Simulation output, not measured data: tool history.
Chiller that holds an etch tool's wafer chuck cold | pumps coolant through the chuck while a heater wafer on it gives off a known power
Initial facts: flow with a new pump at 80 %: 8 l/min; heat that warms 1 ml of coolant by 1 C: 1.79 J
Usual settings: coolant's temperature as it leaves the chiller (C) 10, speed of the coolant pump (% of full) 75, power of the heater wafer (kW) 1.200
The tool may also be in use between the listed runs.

run,hour,coolant's temperature as it leaves the chiller (C),speed of the coolant pump (% of full),power of the heater wafer (kW),chuck's temperature once it has settled (C),how much warmer the coolant comes back (C)
1,0.0,10,75,1.200,19.3,5.38
2,30.9,10,75,1.200,19.1,5.38
3,62.5,10,75,1.265,19.7,5.68
4,89.0,10,75,1.265,19.9,5.64
5,106.7,10,75,1.265,19.9,5.67
6,134.0,10,75,1.260,19.7,5.62
7,164.8,10,95,1.200,17.4,4.14
8,181.8,10,95,1.200,17.5,4.09
9,199.3,10,95,1.086,16.6,3.67
10,216.9,10,99,1.086,16.4,3.50
11,248.5,10,99,1.086,16.3,3.48
12,279.2,10,99,1.086,16.3,3.48
13,317.0,20,99,1.086,26.3,3.52
14,346.8,10,75,1.200,19.3,5.22
15,371.2,10,75,1.200,19.2,5.25
16,404.6,10,75,1.200,19.2,5.23
17,422.5,10,75,1.200,19.3,5.19
18,444.6,10,75,1.200,19.1,5.23
19,466.0,10,75,1.200,19.2,5.24
20,484.7,10,75,1.200,19.3,5.20
21,508.2,5,87,0.706,9.9,2.50
22,542.3,5,81,1.200,13.6,4.81
23,580.2,2,76,0.639,6.9,2.57
24,598.3,15,76,0.639,20.0,2.57
25,625.8,3,79,1.200,11.9,4.82
26,659.2,3,79,1.510,14.1,6.12
27,683.8,11,99,1.406,19.4,4.42
28,709.1,0,76,0.686,5.3,2.74
29,738.8,0,76,0.686,5.1,2.76
30,780.1,7,83,0.855,12.9,3.18
31,804.4,7,83,0.855,13.1,3.15
32,844.6,18,100,1.056,24.2,3.10
33,877.5,9,75,0.980,16.7,4.03

Had the tool no unlogged condition, and each run kept its random variation, what would the results have been?
The tool's hidden condition here consists of: heat passed by the chuck's channels, % of clean ones'; flow at a given pump speed, % of a new pump's; coolant's true temperature over the reading, C; drift of the gauge itself on chuck_c, C; drift of the gauge itself on warmer_back_c, C.
run,how much warmer the coolant comes back (C)
1,5.37
2,5.38
3,5.70
4,5.67
5,5.71
6,5.67
7,4.20
8,4.16
9,3.75
10,3.58
11,3.58
12,3.59
13,3.64
14,5.36
15,5.40
16,5.39
17,5.36
18,5.41
19,5.43
20,5.40
21,2.71
22,5.03
23,2.81
24,2.81
25,5.07
26,6.38
27,4.70
28,3.03
29,3.07
30,3.50
31,3.48
32,3.45
33,4.39
chuck's temperature once it has settled (C): at most 0.1 away from the measurement, every run.
